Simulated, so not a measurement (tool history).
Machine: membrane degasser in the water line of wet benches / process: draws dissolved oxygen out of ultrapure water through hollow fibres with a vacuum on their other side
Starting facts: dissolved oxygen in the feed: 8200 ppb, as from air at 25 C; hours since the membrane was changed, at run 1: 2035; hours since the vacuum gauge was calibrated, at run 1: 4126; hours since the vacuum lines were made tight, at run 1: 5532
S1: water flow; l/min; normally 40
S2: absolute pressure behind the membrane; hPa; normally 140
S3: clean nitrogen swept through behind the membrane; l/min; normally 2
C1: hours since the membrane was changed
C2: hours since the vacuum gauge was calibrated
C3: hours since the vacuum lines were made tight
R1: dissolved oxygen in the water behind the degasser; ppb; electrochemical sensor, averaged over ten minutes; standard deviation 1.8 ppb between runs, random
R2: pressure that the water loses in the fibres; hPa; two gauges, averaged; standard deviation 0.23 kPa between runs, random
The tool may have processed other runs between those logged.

| run | day | S1 | S2 | S3 | C1 | C2 | C3 | R1 | R2 |
|---|---|---|---|---|---|---|---|---|---|
| 1 | 0 | 40 | 140 | 2 | 2035 | 4126 | 5532 | 488.9 | 571 |
| 2 | 1.829 | 40 | 169 | 2 | 2079 | 4170 | 5576 | 601.3 | 573.5 |
| 3 | 3.404 | 31 | 140 | 2 | 2116 | 4208 | 5613 | 383.4 | 444.4 |
| 4 | 5.854 | 31 | 140 | 2 | 2175 | 4266 | 5672 | 381.5 | 444.8 |
| 5 | 7.358 | 31 | 140 | 2 | 2211 | 4303 | 5708 | 381.4 | 447.1 |
| 6 | 9.85 | 40 | 163 | 2 | 2271 | 4362 | 5768 | 577.9 | 576 |
| 7 | 12.121 | 40 | 163 | 2 | 2326 | 4417 | 5823 | 580.3 | 577.3 |
| 8 | 14.546 | 40 | 163 | 2 | 2384 | 4475 | 5881 | 576.8 | 575.8 |
| 9 | 17.458 | 40 | 163 | 2 | 2454 | 4545 | 5951 | 582.7 | 575.5 |
| 10 | 20.342 | 26 | 163 | 2 | 2523 | 4614 | 6020 | 390.3 | 373.1 |
| 11 | 22.767 | 26 | 92 | 2 | 2581 | 4672 | 6078 | 187.8 | 373.3 |
| 12 | 25.342 | 26 | 92 | 2 | 2643 | 4734 | 6140 | 187.8 | 375.2 |
| 13 | 27.558 | 26 | 167 | 2 | 2696 | 4787 | 6193 | 402.4 | 374.7 |
| 14 | 30.158 | 43 | 140 | 2 | 2758 | 4850 | 6255 | 526.6 | 616.2 |
| 15 | 33.067 | 32 | 140 | 2 | 2828 | 4920 | 6325 | 393.7 | 461 |
| 16 | 34.846 | 33 | 140 | 2 | 2871 | 4962 | 6368 | 407.8 | 475.1 |
| 17 | 37.908 | 33 | 140 | 2 | 2944 | 5036 | 6441 | 405.9 | 477.2 |
| 18 | 40.979 | 33 | 140 | 2 | 3018 | 5110 | 6515 | 408 | 475.8 |
| 19 | 43.75 | 33 | 140 | 1.36 | 3085 | 5176 | 6582 | 558.1 | 478.6 |
| 20 | 45.192 | 33 | 140 | 1.36 | 3119 | 5211 | 6616 | 558.5 | 480.7 |
|  | 45.45 | vacuum gauge calibrated |
| 21 | 46.529 | 33 | 140 | 1.36 | 3151 | 26 | 6648 | 566.7 | 476 |
| 22 | 48.588 | 33 | 140 | 1.36 | 3200 | 75 | 6697 | 566.3 | 477.3 |
| 23 | 50.729 | 40 | 188 | 4.95 | 3252 | 127 | 6749 | 322 | 580.4 |

Run 24 is up next; what results do you expect?
| 24 | 52.479 | 40 | 188 | 4.95 | 3294 | 169 | 6791 | ? | ? |

{"run 24": {"R1": 321.7, "R2": 579.7}}
On a tool with no hidden condition, and with the same random variation, this run would have come out at R1 310 ppb, R2 566.5 hPa.
